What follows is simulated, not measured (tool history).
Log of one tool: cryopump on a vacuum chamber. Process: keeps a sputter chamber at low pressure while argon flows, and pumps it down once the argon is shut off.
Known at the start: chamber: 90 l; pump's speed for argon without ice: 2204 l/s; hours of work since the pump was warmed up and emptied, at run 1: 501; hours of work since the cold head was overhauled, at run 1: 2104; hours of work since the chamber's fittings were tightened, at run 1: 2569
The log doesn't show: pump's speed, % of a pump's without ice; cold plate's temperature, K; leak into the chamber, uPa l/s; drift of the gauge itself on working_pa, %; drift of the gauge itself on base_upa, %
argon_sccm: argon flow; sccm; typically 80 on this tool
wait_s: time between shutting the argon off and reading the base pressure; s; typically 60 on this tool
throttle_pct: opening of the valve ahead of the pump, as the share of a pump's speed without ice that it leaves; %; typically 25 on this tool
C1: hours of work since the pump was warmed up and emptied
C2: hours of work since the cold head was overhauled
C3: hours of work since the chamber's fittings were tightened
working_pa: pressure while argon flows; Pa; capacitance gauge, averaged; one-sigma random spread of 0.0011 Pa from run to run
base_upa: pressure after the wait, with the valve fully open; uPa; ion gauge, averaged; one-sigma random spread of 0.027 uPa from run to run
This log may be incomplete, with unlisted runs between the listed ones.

Run 1, hour 0.0: usual settings; C1 501; C2 2104; C3 2569. Result: working_pa 0.2570 Pa, base_upa 1.52 uPa.
Run 2, hour 44.9: usual settings but argon_sccm 91 sccm; C1 530; C2 2132; C3 2598. Result: working_pa 0.2935 Pa, base_upa 1.57 uPa.
Run 3, hour 119.3: usual settings; C1 576; C2 2179; C3 2644. Result: working_pa 0.2622 Pa, base_upa 1.59 uPa.
Run 4, hour 182.1: usual settings; C1 616; C2 2219; C3 2684. Result: working_pa 0.2624 Pa, base_upa 1.57 uPa.
Run 5, hour 255.8: usual settings; C1 662; C2 2265; C3 2730. Result: working_pa 0.2632 Pa, base_upa 1.63 uPa.
Run 6, hour 316.4: usual settings; C1 700; C2 2303; C3 2768. Result: working_pa 0.2645 Pa, base_upa 1.57 uPa.
At hour 385.3: pump warmed up, emptied and cooled again.
Run 7, hour 403.5: usual settings; C1 11; C2 2354; C3 2820. Result: working_pa 0.2463 Pa, base_upa 1.44 uPa.
Run 8, hour 496.9: usual settings; C1 70; C2 2413; C3 2878. Result: working_pa 0.2477 Pa, base_upa 1.50 uPa.

Forecast run 9:
Run 9, hour 542.9: usual settings; C1 99; C2 2442; C3 2907. Result: working_pa ?, base_upa ?.

Run 9 yielded working_pa 0.2494 Pa, base_upa 1.52 uPa.
If the tool had no hidden condition, the same run with the same run-to-run variation would have returned working_pa 0.2462 Pa, base_upa 1.20 uPa.

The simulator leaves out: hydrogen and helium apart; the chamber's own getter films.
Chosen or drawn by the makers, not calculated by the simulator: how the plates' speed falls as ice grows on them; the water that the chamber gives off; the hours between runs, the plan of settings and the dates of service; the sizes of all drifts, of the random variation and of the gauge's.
